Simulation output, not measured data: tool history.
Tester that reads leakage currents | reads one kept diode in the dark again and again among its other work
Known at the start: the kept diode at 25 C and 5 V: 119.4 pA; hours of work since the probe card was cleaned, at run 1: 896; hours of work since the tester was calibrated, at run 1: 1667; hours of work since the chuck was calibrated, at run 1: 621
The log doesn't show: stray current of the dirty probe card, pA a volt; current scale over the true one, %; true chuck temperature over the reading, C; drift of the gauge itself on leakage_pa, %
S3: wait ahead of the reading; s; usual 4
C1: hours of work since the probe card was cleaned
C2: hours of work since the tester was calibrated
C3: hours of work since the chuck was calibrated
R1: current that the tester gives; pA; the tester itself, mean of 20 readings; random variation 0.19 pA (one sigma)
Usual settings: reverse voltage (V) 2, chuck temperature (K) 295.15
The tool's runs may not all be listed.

Run 1, day 0: usual settings; C1 896; C2 1667; C3 621. Result: R1 57.4 pA.
Run 2, day 2.154: usual settings; C1 917; C2 1688; C3 641. Result: R1 57.38 pA.
Run 3, day 5.667: usual settings; C1 951; C2 1722; C3 675. Result: R1 57.12 pA.
Run 4, day 8.258: usual settings; C1 976; C2 1747; C3 700. Result: R1 57.22 pA.
Run 5, day 10.362: usual settings; C1 996; C2 1768; C3 721. Result: R1 56.94 pA.
Run 6, day 14.521: usual settings; C1 1036; C2 1808; C3 761. Result: R1 57.14 pA.
Run 7, day 17.588: usual settings; C1 1066; C2 1837; C3 790. Result: R1 56.97 pA.
Run 8, day 19.833: usual settings; C1 1088; C2 1859; C3 812. Result: R1 57.03 pA.
Run 9, day 24.262: usual settings but S3 9.49 s; C1 1130; C2 1902; C3 855. Result: R1 56.91 pA.
Run 10, day 27.967: usual settings but S3 1.61 s; C1 1166; C2 1938; C3 891. Result: R1 57.11 pA.
Run 11, day 30.121: usual settings but S3 1.61 s; C1 1187; C2 1958; C3 912. Result: R1 56.71 pA.
Run 12, day 32.025: usual settings but S3 1.61 s; C1 1205; C2 1977; C3 930. Result: R1 56.12 pA.
Run 13, day 35.088: usual settings but S3 1.61 s; C1 1235; C2 2006; C3 960. Result: R1 56.42 pA.
Run 14, day 38.158: usual settings but chuck temperature (K) 312.15, S3 1.61 s; C1 1265; C2 2036; C3 989. Result: R1 228.13 pA.
Run 15, day 41.888: usual settings; C1 1301; C2 2072; C3 1025. Result: R1 56.17 pA.
Run 16, day 44.708: usual settings but reverse voltage (V) 11.03; C1 1328; C2 2099; C3 1053. Result: R1 138.75 pA.
Run 17, day 46.804: usual settings but reverse voltage (V) 11.03; C1 1348; C2 2120; C3 1073. Result: R1 138.67 pA.
Run 18, day 51.121: usual settings but S3 0.41 s; C1 1390; C2 2161; C3 1114. Result: R1 56.54 pA.
Run 19, day 53.438: usual settings but reverse voltage (V) 18.69, chuck temperature (K) 308.15, S3 3.98 s; C1 1412; C2 2184; C3 1137. Result: R1 495.12 pA.
Run 20, day 57.225: usual settings but reverse voltage (V) 5.65, chuck temperature (K) 296.15, S3 6.94 s; C1 1449; C2 2220; C3 1173. Result: R1 103.27 pA.
Run 21, day 59.308: usual settings but reverse voltage (V) 5.65, chuck temperature (K) 296.15, S3 6.94 s; C1 1469; C2 2240; C3 1194. Result: R1 103.66 pA.
Run 22, day 61.45: usual settings but reverse voltage (V) 5.65, chuck temperature (K) 296.15, S3 6.94 s; C1 1490; C2 2261; C3 1214. Result: R1 104.11 pA.
Run 23, day 65.762: usual settings but reverse voltage (V) 1.97, chuck temperature (K) 319.15, S3 2.51 s; C1 1531; C2 2303; C3 1256. Result: R1 382.31 pA.
Run 24, day 67.904: usual settings but reverse voltage (V) 1.97, chuck temperature (K) 319.15, S3 2.51 s; C1 1552; C2 2324; C3 1277. Result: R1 380.83 pA.
Run 25, day 70.95: usual settings but chuck temperature (K) 293.15, S3 9.88 s; C1 1582; C2 2353; C3 1306. Result: R1 46.76 pA.
Run 26, day 75.475: usual settings but chuck temperature (K) 293.15, S3 9.88 s; C1 1625; C2 2397; C3 1350. Result: R1 46.72 pA.
Run 27, day 78.679: usual settings but chuck temperature (K) 293.15, S3 9.88 s; C1 1656; C2 2428; C3 1381. Result: R1 46.53 pA.
Run 28, day 81.788: usual settings but reverse voltage (V) 5.46, chuck temperature (K) 293.15, S3 0.31 s; C1 1686; C2 2458; C3 1411. Result: R1 83.44 pA.

Forecast run 29:
Run 29, day 84.812: usual settings but reverse voltage (V) 6.41, chuck temperature (K) 328.15, S3 0.36 s; C1 1715; C2 2487; C3 1440. Result: R1 ?.

{"run 29": {"R1": 1292.2}}
Without the tool's hidden state the same run would have given R1 1483.51 pA.

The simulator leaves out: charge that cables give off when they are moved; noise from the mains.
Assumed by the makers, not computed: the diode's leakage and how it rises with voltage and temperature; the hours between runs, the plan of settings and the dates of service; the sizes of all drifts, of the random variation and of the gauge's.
